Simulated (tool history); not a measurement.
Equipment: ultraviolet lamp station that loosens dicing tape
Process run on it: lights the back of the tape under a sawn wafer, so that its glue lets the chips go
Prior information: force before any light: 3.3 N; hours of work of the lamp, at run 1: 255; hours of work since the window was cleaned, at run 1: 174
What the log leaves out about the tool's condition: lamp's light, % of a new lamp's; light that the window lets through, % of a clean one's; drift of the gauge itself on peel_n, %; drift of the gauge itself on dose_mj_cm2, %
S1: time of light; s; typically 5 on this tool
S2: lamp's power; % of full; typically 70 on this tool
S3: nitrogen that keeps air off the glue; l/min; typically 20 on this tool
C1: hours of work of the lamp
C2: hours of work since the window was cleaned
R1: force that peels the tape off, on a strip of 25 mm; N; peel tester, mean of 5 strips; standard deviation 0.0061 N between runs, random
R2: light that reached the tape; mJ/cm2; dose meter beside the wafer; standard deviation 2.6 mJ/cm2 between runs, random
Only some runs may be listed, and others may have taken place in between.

run,hour,S1,S2,S3,C1,C2,R1,R2
1,0,5,70,20,255,174,0.214,319
2,8.4,5,87,20,260,179,0.129,397
3,18.8,5,70,20,266,185,0.194,317
4,28.5,5,70,20,271,190,0.192,318
5,38.1,2,70,20,277,196,0.927,127
6,44.7,5,70,20,280,200,0.191,313
7,58.6,5,70,20,288,207,0.202,313
8,68.3,3,70,20,294,213,0.569,187
9,80,3,70,10,300,220,0.792,189
10,95.3,3,70,10,309,228,0.795,189
11,109.4,3,70,31,317,236,0.449,188
12,118.4,3,70,31,322,241,0.432,186
13,124.5,3,70,31,326,245,0.434,191
14,133.5,3,70,20,331,250,0.552,190
15,145.3,3,70,20,337,257,0.561,186
16,158.6,3,70,20,345,264,0.541,182
17,172.6,5,70,20,353,272,0.205,305
18,184.4,5,70,20,360,279,0.211,305
19,190.6,5,70,8,363,282,0.413,305
20,199.2,5,70,8,368,287,0.422,308
21,211.1,5,92,23,375,294,0.114,402
22,219.2,2,80,10,379,299,1.102,140
23,232.4,5,92,20,387,306,0.126,399
24,240.5,3,90,19,391,311,0.373,233
25,247.2,4,91,12,395,314,0.284,321
26,256.3,4,91,12,400,320,0.295,321
# hour 258.1: window cleaned of glue's vapour
27,265.4,8,75,7,405,4,0.164,513
28,272.1,5,70,10,409,8,0.377,296
29,283.9,10,70,11,416,15,0.091,589
30,296.7,3,65,8,423,22,1.017,165
31,310.2,6,88,10,431,30,0.169,448
32,319.7,5,91,21,436,35,0.134,380
33,333.8,5,91,21,444,43,0.135,375
# hour 342.4: window cleaned of glue's vapour, once more
34,346.8,5,91,21,451,2,0.116,403
35,356.4,2,62,20,457,8,1.072,107
36,368.1,2,62,20,463,15,1.087,110
37,383,2,62,20,472,23,1.16,108
38,391.6,4,72,7,477,28,0.637,252
39,398.6,5,86,6,481,32,0.331,375

Predict each of these 5 candidate next runs independently; none follows another, all start after run 39:
A,410.5,3,67,23,487,39,?,?
B,410.5,5,73,6,487,39,?,?
C,410.5,5,86,13,487,39,?,?
D,410.5,10,86,6,487,39,?,?
E,410.5,2,78,37,487,39,?,?

run,R1,R2
A,0.575,178
B,0.457,320
C,0.196,373
D,0.092,757
E,0.684,133
Stripped of hidden state, with their random variation kept, the same runs would have yielded:
run,R1,R2
A,0.476,198
B,0.371,358
C,0.158,416
D,0.082,846
E,0.576,149
